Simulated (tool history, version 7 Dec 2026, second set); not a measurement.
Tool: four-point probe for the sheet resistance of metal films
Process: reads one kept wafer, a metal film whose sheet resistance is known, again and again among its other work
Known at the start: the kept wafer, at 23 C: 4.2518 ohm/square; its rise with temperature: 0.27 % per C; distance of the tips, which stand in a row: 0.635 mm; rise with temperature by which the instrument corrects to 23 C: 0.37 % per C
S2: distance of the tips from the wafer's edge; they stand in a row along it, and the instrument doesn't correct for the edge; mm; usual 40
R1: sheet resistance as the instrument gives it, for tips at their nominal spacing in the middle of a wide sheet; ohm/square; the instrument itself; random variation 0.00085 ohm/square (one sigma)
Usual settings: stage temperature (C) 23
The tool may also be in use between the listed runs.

Run 1, hour 0: usual settings. Result: R1 4.251872 ohm/square.
Run 2, hour 31.2: usual settings but S2 53 mm. Result: R1 4.252079 ohm/square.
Run 3, hour 66.7: usual settings. Result: R1 4.252588 ohm/square.
Run 4, hour 90.1: usual settings. Result: R1 4.253342 ohm/square.
Run 5, hour 113: usual settings but S2 8 mm. Result: R1 4.266117 ohm/square.
Run 6, hour 137.1: usual settings but S2 8 mm. Result: R1 4.267232 ohm/square.
Run 7, hour 181.6: usual settings but S2 8 mm. Result: R1 4.266054 ohm/square.
Run 8, hour 208.9: usual settings. Result: R1 4.252391 ohm/square.
Run 9, hour 236.8: usual settings. Result: R1 4.252234 ohm/square.
Run 10, hour 259.4: usual settings. Result: R1 4.252265 ohm/square.
Run 11, hour 300.5: usual settings. Result: R1 4.252337 ohm/square.
Run 12, hour 319.9: usual settings. Result: R1 4.251561 ohm/square.
Run 13, hour 362.4: usual settings. Result: R1 4.251403 ohm/square.
Run 14, hour 381.1: usual settings. Result: R1 4.251404 ohm/square.
Run 15, hour 423.5: usual settings. Result: R1 4.253455 ohm/square.
Run 16, hour 456.8: usual settings. Result: R1 4.252828 ohm/square.
Run 17, hour 476.2: usual settings but stage temperature (C) 21. Result: R1 4.260168 ohm/square.
Run 18, hour 496.5: usual settings but stage temperature (C) 21. Result: R1 4.259931 ohm/square.
Run 19, hour 519.7: usual settings. Result: R1 4.251504 ohm/square.
Run 20, hour 541.2: usual settings. Result: R1 4.251342 ohm/square.
Run 21, hour 570.5: usual settings but S2 44 mm. Result: R1 4.25231 ohm/square.
Run 22, hour 598.2: usual settings but S2 44 mm. Result: R1 4.252433 ohm/square.
Run 23, hour 638.8: usual settings but stage temperature (C) 25, S2 49 mm. Result: R1 4.243839 ohm/square.
Run 24, hour 675.7: usual settings but S2 49 mm. Result: R1 4.253445 ohm/square.
Run 25, hour 718.8: usual settings but stage temperature (C) 32, S2 59 mm. Result: R1 4.2146 ohm/square.
Run 26, hour 758: usual settings but stage temperature (C) 20, S2 39 mm. Result: R1 4.26503 ohm/square.
Run 27, hour 797.4: usual settings but stage temperature (C) 32, S2 20 mm. Result: R1 4.217864 ohm/square.
Run 28, hour 838: usual settings but stage temperature (C) 19, S2 5 mm. Result: R1 4.306828 ohm/square.
Run 29, hour 872.2: usual settings but stage temperature (C) 26. Result: R1 4.239324 ohm/square.
Run 30, hour 895.9: usual settings but stage temperature (C) 26. Result: R1 4.240448 ohm/square.
Run 31, hour 922.5: usual settings but stage temperature (C) 26. Result: R1 4.23977 ohm/square.
Run 32, hour 946.1: usual settings but stage temperature (C) 29. Result: R1 4.227954 ohm/square.

The next listed run, before its measurement:
Run 33, hour 965.4: usual settings but stage temperature (C) 34. Result: R1 ?.

{"run 33": {"R1": 4.208376}}
Without the tool's hidden state the same run would have given R1 4.20821 ohm/square.

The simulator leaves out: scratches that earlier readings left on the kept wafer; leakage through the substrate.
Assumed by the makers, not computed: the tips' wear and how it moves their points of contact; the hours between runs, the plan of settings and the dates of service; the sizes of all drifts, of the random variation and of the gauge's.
